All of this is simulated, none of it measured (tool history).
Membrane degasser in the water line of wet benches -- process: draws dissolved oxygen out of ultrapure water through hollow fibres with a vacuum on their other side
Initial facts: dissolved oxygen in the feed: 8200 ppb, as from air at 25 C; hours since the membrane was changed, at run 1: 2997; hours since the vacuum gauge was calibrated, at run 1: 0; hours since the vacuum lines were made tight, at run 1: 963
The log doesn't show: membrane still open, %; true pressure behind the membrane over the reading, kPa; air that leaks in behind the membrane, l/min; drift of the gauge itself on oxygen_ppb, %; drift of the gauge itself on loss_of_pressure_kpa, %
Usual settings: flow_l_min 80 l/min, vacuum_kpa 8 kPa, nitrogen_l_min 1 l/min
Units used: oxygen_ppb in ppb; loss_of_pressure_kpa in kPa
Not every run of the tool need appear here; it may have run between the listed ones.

run	hour	flow_l_min	vacuum_kpa	nitrogen_l_min	hours since the membrane was changed	hours since the vacuum gauge was calibrated	hours since the vacuum lines were made tight	oxygen_ppb	loss_of_pressure_kpa
1	0	80	8	1	2997	0	963	613.3	38.02
2	122.4	87	8	1	3120	122	1085	648.5	41.28
3	249.7	87	8	1	3247	250	1212	650	42.08
4	380.5	87	8	1	3378	381	1343	647.6	41.76
5	516.4	87	8	1	3514	516	1479	652.4	41.45
6	581.6	87	8	1	3579	582	1544	650.6	42.1
7	653.8	87	8	1	3651	654	1616	652.4	41.77
8	727.9	87	8	1	3725	728	1691	649	42.16
9	799.5	87	8	1	3797	799	1762	648.4	41.49
10	946.3	87	8	1	3944	946	1909	648.4	41.78
11	1016.1	80	8	1	4013	1016	1979	610.3	38.5
12	1139.1	80	8	1	4136	1139	2102	614.2	38.79
13	1255.1	80	8	1	4252	1255	2218	612.9	38.91
14	1392.2	80	8	1	4389	1392	2355	613.2	38.63
15	1536.8	80	14.98	1	4534	1537	2499	1389.1	38.93
16	1644.9	98	8	1	4642	1645	2607	705.5	47.51
17	1713.8	60	8	0.47	4711	1714	2676	804.5	29.3
18	1842	111	6.45	0.54	4839	1842	2805	730.3	53.97
19	1927.7	111	6.45	0.54	4925	1928	2890	728.6	54.07
20	1993.8	59	8.92	0.61	4991	1994	2956	806.2	28.8
21	2132	53	8.52	0.91	5129	2132	3095	542	26.11
22	2194.4	53	8.52	0.91	5192	2194	3157	542	25.77
23	2318.3	73	7.7	1.01	5316	2318	3281	537.5	35.66
24	2463.9	87	7.7	2.24	5461	2464	3426	349.4	42.56
25	2534.7	87	7.7	2.24	5532	2535	3497	350.1	42.5
26	2682.1	101	10	2.71	5679	2682	3645	509.3	49.41
27	2760.9	80	5.12	1	5758	2761	3723	257	39.01
# hour 2803.6: gauge calibrated
28	2853.1	123	17.3	0.62	5850	2853	3816	2622	58.82

Below are 5 alternative next runs, each starting from the tool's condition after run 28. Predict each:
A	2937.8	123	10.36	1.92	5935	2938	3900	?	?
B	2937.8	80	8	0.92	5935	2938	3900	?	?
C	2937.8	78	11.07	1.17	5935	2938	3900	?	?
D	2937.8	116	9.47	2.47	5935	2938	3900	?	?
E	2937.8	89	8	1	5935	2938	3900	?	?

run	oxygen_ppb	loss_of_pressure_kpa
A	805.9	58.76
B	645.7	38.46
C	862.2	37.34
D	573.5	55.36
E	659.7	42.48
Had the tool no hidden state, the same runs would have come out as:
run	oxygen_ppb	loss_of_pressure_kpa
A	805.6	58.65
B	645.6	38.39
C	862.1	37.28
D	573.3	55.25
E	659.6	42.4

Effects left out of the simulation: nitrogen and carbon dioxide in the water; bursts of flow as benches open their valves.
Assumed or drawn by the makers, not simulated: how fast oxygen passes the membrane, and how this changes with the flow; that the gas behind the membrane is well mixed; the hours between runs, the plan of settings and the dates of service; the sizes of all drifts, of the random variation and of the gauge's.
